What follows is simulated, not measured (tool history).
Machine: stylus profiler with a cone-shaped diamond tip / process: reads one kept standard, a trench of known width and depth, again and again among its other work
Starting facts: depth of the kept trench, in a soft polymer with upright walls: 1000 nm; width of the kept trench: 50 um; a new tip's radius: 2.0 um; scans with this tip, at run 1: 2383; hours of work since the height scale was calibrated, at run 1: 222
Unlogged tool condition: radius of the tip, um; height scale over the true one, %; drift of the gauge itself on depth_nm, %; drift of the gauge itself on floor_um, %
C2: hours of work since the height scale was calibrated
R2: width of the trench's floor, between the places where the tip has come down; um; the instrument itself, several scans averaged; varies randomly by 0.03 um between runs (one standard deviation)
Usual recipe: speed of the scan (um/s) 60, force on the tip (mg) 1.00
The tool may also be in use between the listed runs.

Run 1, hour 0.0: usual settings; scans with this tip 2383; C2 222. Result: depth of the trench (Å) 10093.9, R2 45.34 um.
Run 2, hour 11.9: usual settings; scans with this tip 2468; C2 230. Result: depth of the trench (Å) 10092.6, R2 45.37 um.
Run 3, hour 24.5: usual settings but force on the tip (mg) 1.87; scans with this tip 2557; C2 238. Result: depth of the trench (Å) 10142.7, R2 45.44 um.
Run 4, hour 35.9: usual settings but force on the tip (mg) 1.05; scans with this tip 2639; C2 245. Result: depth of the trench (Å) 10099.8, R2 45.31 um.
Run 5, hour 51.5: usual settings but force on the tip (mg) 1.05; scans with this tip 2750; C2 256. Result: depth of the trench (Å) 10101.5, R2 45.30 um.
Run 6, hour 60.7: usual settings but force on the tip (mg) 1.05; scans with this tip 2814; C2 262. Result: depth of the trench (Å) 10102.2, R2 45.28 um.
Run 7, hour 70.8: usual settings but force on the tip (mg) 1.05; scans with this tip 2887; C2 269. Result: depth of the trench (Å) 10102.8, R2 45.33 um.
Run 8, hour 84.6: usual settings; scans with this tip 2984; C2 278. Result: depth of the trench (Å) 10094.4, R2 45.17 um.
Run 9, hour 105.3: usual settings; scans with this tip 3132; C2 291. Result: depth of the trench (Å) 10097.9, R2 45.25 um.
Run 10, hour 123.3: usual settings but speed of the scan (um/s) 23; scans with this tip 3260; C2 303. Result: depth of the trench (Å) 10098.1, R2 45.60 um.
Run 11, hour 138.9: usual settings but speed of the scan (um/s) 23; scans with this tip 3371; C2 314. Result: depth of the trench (Å) 10099.2, R2 45.49 um.
Run 12, hour 154.6: usual settings but speed of the scan (um/s) 23; scans with this tip 3482; C2 324. Result: depth of the trench (Å) 10102.8, R2 45.52 um.
Run 13, hour 174.4: usual settings but speed of the scan (um/s) 23; scans with this tip 3623; C2 337. Result: depth of the trench (Å) 10100.3, R2 45.48 um.
Run 14, hour 190.7: usual settings but force on the tip (mg) 0.48; scans with this tip 3739; C2 348. Result: depth of the trench (Å) 10063.3, R2 44.78 um.
Run 15, hour 202.9: usual settings but force on the tip (mg) 0.48; scans with this tip 3826; C2 356. Result: depth of the trench (Å) 10064.3, R2 44.77 um.
Run 16, hour 219.8: usual settings but force on the tip (mg) 0.48; scans with this tip 3946; C2 367. Result: depth of the trench (Å) 10068.0, R2 44.76 um.
Run 17, hour 233.3: usual settings but speed of the scan (um/s) 76; scans with this tip 4042; C2 376. Result: depth of the trench (Å) 10100.7, R2 44.90 um.
Run 18, hour 243.9: usual settings but force on the tip (mg) 0.55; scans with this tip 4118; C2 383. Result: depth of the trench (Å) 10066.9, R2 44.82 um.
Run 19, hour 261.4: usual settings but force on the tip (mg) 0.55; scans with this tip 4242; C2 395. Result: depth of the trench (Å) 10070.6, R2 44.80 um.
Run 20, hour 277.1: usual settings but force on the tip (mg) 0.55; scans with this tip 4353; C2 405. Result: depth of the trench (Å) 10075.6, R2 44.79 um.
Run 21, hour 292.0: usual settings but speed of the scan (um/s) 44, force on the tip (mg) 0.55; scans with this tip 4459; C2 415. Result: depth of the trench (Å) 10075.1, R2 44.96 um.
Run 22, hour 311.5: usual settings; scans with this tip 4598; C2 428. Result: depth of the trench (Å) 10101.1, R2 44.88 um.
Run 23, hour 329.1: usual settings; scans with this tip 4723; C2 439. Result: depth of the trench (Å) 10101.4, R2 44.96 um.
Run 24, hour 338.6: usual settings but speed of the scan (um/s) 36, force on the tip (mg) 0.87; scans with this tip 4791; C2 446. Result: depth of the trench (Å) 10095.2, R2 45.08 um.
Run 25, hour 354.6: usual settings but speed of the scan (um/s) 148, force on the tip (mg) 1.18; scans with this tip 4905; C2 456. Result: depth of the trench (Å) 10118.0, R2 44.08 um.
Run 26, hour 370.2: usual settings but speed of the scan (um/s) 148, force on the tip (mg) 1.18; scans with this tip 5015; C2 467. Result: depth of the trench (Å) 10115.2, R2 44.04 um.
Run 27, hour 391.4: usual settings but speed of the scan (um/s) 136, force on the tip (mg) 2.98; scans with this tip 5166; C2 481. Result: depth of the trench (Å) 10206.9, R2 44.61 um.
Run 28, hour 401.4: usual settings but speed of the scan (um/s) 136, force on the tip (mg) 2.98; scans with this tip 5237; C2 487. Result: depth of the trench (Å) 10203.7, R2 44.61 um.
At hour 403.5: height scale calibrated on a step standard.
Run 29, hour 421.8: usual settings but speed of the scan (um/s) 119, force on the tip (mg) 0.59; scans with this tip 5379; C2 12. Result: depth of the trench (Å) 10082.9, R2 43.81 um.
Run 30, hour 434.9: usual settings but speed of the scan (um/s) 119, force on the tip (mg) 0.59; scans with this tip 5472; C2 21. Result: depth of the trench (Å) 10081.3, R2 43.78 um.
At hour 449.0: height scale calibrated on a step standard, once more.
Run 31, hour 449.0: usual settings but speed of the scan (um/s) 104, force on the tip (mg) 0.67; scans with this tip 5568; C2 0. Result: depth of the trench (Å) 10063.9, R2 44.05 um.
Run 32, hour 469.1: usual settings but speed of the scan (um/s) 104, force on the tip (mg) 0.67; scans with this tip 5712; C2 13. Result: depth of the trench (Å) 10064.8, R2 44.01 um.
Run 33, hour 488.2: usual settings but speed of the scan (um/s) 104, force on the tip (mg) 0.67; scans with this tip 5847; C2 26. Result: depth of the trench (Å) 10060.9, R2 44.03 um.
Run 34, hour 509.6: usual settings but speed of the scan (um/s) 104, force on the tip (mg) 0.67; scans with this tip 6000; C2 40. Result: depth of the trench (Å) 10066.6, R2 44.01 um.

Run 35 comes next. What will it give?
Run 35, hour 519.2: usual settings but speed of the scan (um/s) 76, force on the tip (mg) 0.50; scans with this tip 6068; C2 46. Result: depth of the trench (Å) ?, R2 ?.

Run 35 gave depth of the trench (Å) 10056.3, R2 44.23 um.
On a tool with no hidden condition, and with the same random variation, this run would have come out at depth of the trench (Å) 10058.6, R2 45.47 um.
